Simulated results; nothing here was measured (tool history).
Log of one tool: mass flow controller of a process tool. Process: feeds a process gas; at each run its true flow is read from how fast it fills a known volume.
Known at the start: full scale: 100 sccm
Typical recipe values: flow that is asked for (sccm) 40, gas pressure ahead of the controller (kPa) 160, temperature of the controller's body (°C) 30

run	hour	flow that is asked for (sccm)	gas pressure ahead of the controller (kPa)	temperature of the controller's body (°C)	true flow (%)
1	0.0	40	160	30	98.92
2	278.5	40	160	30	98.82
3	576.5	40	160	30	99.03
4	1041.2	100	160	30	99.48
# hour 1439.2: controller's zero set anew
5	1439.2	100	237	30	100.19
# hour 1762.6: controller exchanged for a calibrated one
6	1885.2	100	237	30	100.20
7	2317.1	40	160	24	98.97
8	2697.4	40	160	27	98.93
9	3122.9	40	172	30	99.10
10	3475.2	40	172	30	99.09
11	3889.8	23	160	30	98.58
12	4252.7	40	160	30	98.85
13	4516.9	40	160	30	98.89
14	4977.5	40	160	30	98.93
15	5209.9	40	160	30	98.84
16	5548.3	40	160	30	98.77
17	5901.2	40	160	30	98.85
18	6293.8	40	160	33	98.86
19	6575.6	40	160	30	98.86
20	6882.6	40	209	30	99.34
21	7355.4	46	160	30	99.00
22	7749.4	46	160	30	98.94
23	8145.0	40	160	30	98.88
24	8554.6	40	160	30	98.85
25	8783.4	40	160	30	98.83
26	9191.5	40	160	30	98.81
27	9495.3	13	260	21	99.64
28	9749.0	13	260	21	99.63
29	10152.1	29	160	24	98.93
30	10518.7	29	160	24	98.96
31	10790.1	15	230	30	99.23
32	11274.8	79	200	30	99.61
33	11566.8	79	200	30	99.71
# hour 11806.6: controller's zero set anew
34	12013.0	79	275	30	100.31
# hour 12120.3: controller exchanged for a calibrated one
35	12263.1	79	203	39	99.48
36	12696.7	12	148	30	98.53
37	13076.5	12	258	30	99.43
38	13394.5	12	258	30	99.45
39	13635.5	95	193	25	99.85
40	14040.6	95	193	25	99.89
41	14513.6	95	193	25	99.90
42	14796.0	95	193	25	99.95
43	15147.7	40	268	30	99.78
44	15601.2	40	154	32	98.92
45	15889.7	40	142	21	98.90

Branching from run 45: 3 alternative next runs. What would each branch give?
A	16215.2	33	160	30	?
B	16215.2	40	265	27	?
C	16215.2	15	160	30	?

run	true flow (%)
A	98.84
B	99.86
C	98.65
What these runs would have given with no unlogged condition in the tool:
run	true flow (%)
A	98.85
B	99.86
C	98.67
